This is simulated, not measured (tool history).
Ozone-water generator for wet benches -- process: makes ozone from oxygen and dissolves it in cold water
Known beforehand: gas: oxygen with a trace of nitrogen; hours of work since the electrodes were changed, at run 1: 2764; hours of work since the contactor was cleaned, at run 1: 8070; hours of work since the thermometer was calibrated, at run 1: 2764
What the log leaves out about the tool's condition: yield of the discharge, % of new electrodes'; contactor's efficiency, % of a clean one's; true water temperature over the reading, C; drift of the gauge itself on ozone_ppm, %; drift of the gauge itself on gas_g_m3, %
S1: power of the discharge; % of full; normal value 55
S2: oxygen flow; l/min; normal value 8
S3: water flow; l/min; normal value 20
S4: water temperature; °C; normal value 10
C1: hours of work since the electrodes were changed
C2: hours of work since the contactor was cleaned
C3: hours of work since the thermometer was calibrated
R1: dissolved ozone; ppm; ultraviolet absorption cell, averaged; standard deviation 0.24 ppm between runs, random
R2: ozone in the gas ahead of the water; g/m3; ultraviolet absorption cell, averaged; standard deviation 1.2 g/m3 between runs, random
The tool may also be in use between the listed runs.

run 1 hour=0 | S1=55 S2=8 S3=20 S4=10 | C1=2764 C2=8070 C3=2764 | R1=35.9 R2=209.3
run 2 hour=50.9 | S1=55 S2=8 S3=20 S4=10 | C1=2809 C2=8115 C3=2809 | R1=35.5 R2=209.8
run 3 hour=106.7 | S1=55 S2=8 S3=20 S4=10 | C1=2859 C2=8165 C3=2859 | R1=35.5 R2=209.1
-- hour=194 water thermometer calibrated
run 4 hour=196.1 | S1=55 S2=8 S3=20 S4=10 | C1=2938 C2=8244 C3=2 | R1=35.9 R2=209.3
run 5 hour=243.1 | S1=55 S2=8 S3=20 S4=11 | C1=2980 C2=8286 C3=44 | R1=35.1 R2=209.1
run 6 hour=326.5 | S1=55 S2=7.56 S3=20 S4=11 | C1=3054 C2=8360 C3=118 | R1=35 R2=214.1
run 7 hour=392.5 | S1=55 S2=7.56 S3=20 S4=11 | C1=3113 C2=8419 C3=177 | R1=35 R2=214.4
run 8 hour=494.1 | S1=55 S2=7.56 S3=20 S4=11 | C1=3203 C2=8509 C3=267 | R1=34.9 R2=216
run 9 hour=593.8 | S1=53 S2=8 S3=16 S4=10 | C1=3292 C2=8598 C3=356 | R1=40.7 R2=202.3

Run 10 is up next; what results do you expect?
run 10 hour=652.2 | S1=55 S2=8 S3=27 S4=10 | C1=3344 C2=8650 C3=408 | R1=? R2=?

{"run 10": {"R1": 27.7, "R2": 208.2}}
Without the tool's hidden state the same run would have given R1 27.8 ppm, R2 209.6 g/m3.

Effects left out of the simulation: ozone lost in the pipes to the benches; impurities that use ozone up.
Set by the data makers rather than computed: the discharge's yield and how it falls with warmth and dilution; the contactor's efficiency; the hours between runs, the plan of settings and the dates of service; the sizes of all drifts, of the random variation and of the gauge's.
